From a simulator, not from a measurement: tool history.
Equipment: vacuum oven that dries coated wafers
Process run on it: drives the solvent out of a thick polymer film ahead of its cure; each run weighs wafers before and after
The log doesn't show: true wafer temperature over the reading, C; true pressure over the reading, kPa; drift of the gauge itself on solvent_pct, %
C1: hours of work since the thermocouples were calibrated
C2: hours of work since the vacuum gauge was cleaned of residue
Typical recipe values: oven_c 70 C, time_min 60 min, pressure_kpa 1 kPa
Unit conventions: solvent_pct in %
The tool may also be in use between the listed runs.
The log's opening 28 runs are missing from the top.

Run 29, hour 2046.1: usual settings but oven_c 65 C, time_min 34 min, pressure_kpa 1.03 kPa; C1 590; C2 1525. Result: solvent_pct 5.74 %.
At hour 2075.6: oven's thermocouples calibrated.
Run 30, hour 2142.5: usual settings but oven_c 79 C, pressure_kpa 3.14 kPa; C1 51; C2 1596. Result: solvent_pct 0.99 %.
Run 31, hour 2212.3: usual settings but oven_c 77 C, time_min 93 min, pressure_kpa 0.55 kPa; C1 103; C2 1649. Result: solvent_pct 0.28 %.
Run 32, hour 2283.8: usual settings but time_min 31 min, pressure_kpa 2.08 kPa; C1 157; C2 1703. Result: solvent_pct 4.43 %.
Run 33, hour 2323.7: usual settings but oven_c 78 C, time_min 93 min, pressure_kpa 1.44 kPa; C1 187; C2 1733. Result: solvent_pct 0.45 %.
Run 34, hour 2364.4: usual settings but oven_c 63 C; C1 218; C2 1764. Result: solvent_pct 3.49 %.
Run 35, hour 2433.3: usual settings but oven_c 63 C; C1 270; C2 1816. Result: solvent_pct 3.48 %.
Run 36, hour 2476.6: usual settings but oven_c 63 C; C1 303; C2 1848. Result: solvent_pct 3.47 %.
Run 37, hour 2528: usual settings but oven_c 57 C, pressure_kpa 1.87 kPa; C1 342; C2 1887. Result: solvent_pct 6.52 %.
Run 38, hour 2624.2: usual settings but time_min 93 min; C1 414; C2 1960. Result: solvent_pct 0.71 %.
Run 39, hour 2668.3: usual settings but time_min 93 min; C1 448; C2 1993. Result: solvent_pct 0.71 %.
Run 40, hour 2745.9: usual settings but time_min 69 min, pressure_kpa 0.71 kPa; C1 506; C2 2052. Result: solvent_pct 1.05 %.

Predict each of these 4 candidate next runs independently; none follows another, all start after run 40:
Run A, hour 2844.6: usual settings but oven_c 61 C, time_min 69 min, pressure_kpa 0.71 kPa; C1 581; C2 2126. Result: solvent_pct ?.
Run B, hour 2844.6: usual settings but oven_c 72 C, pressure_kpa 2.13 kPa; C1 581; C2 2126. Result: solvent_pct ?.
Run C, hour 2844.6: usual settings but time_min 96 min, pressure_kpa 1.56 kPa; C1 581; C2 2126. Result: solvent_pct ?.
Run D, hour 2844.6: usual settings but time_min 99 min, pressure_kpa 0.71 kPa; C1 581; C2 2126. Result: solvent_pct ?.

run  solvent_pct
  A         3.56
  B         1.54
  C         0.91
  D         0.56
Without the tool's hidden state the same runs would have given:
run  solvent_pct
  A         3.15
  B         1.32
  C         0.74
  D          0.4

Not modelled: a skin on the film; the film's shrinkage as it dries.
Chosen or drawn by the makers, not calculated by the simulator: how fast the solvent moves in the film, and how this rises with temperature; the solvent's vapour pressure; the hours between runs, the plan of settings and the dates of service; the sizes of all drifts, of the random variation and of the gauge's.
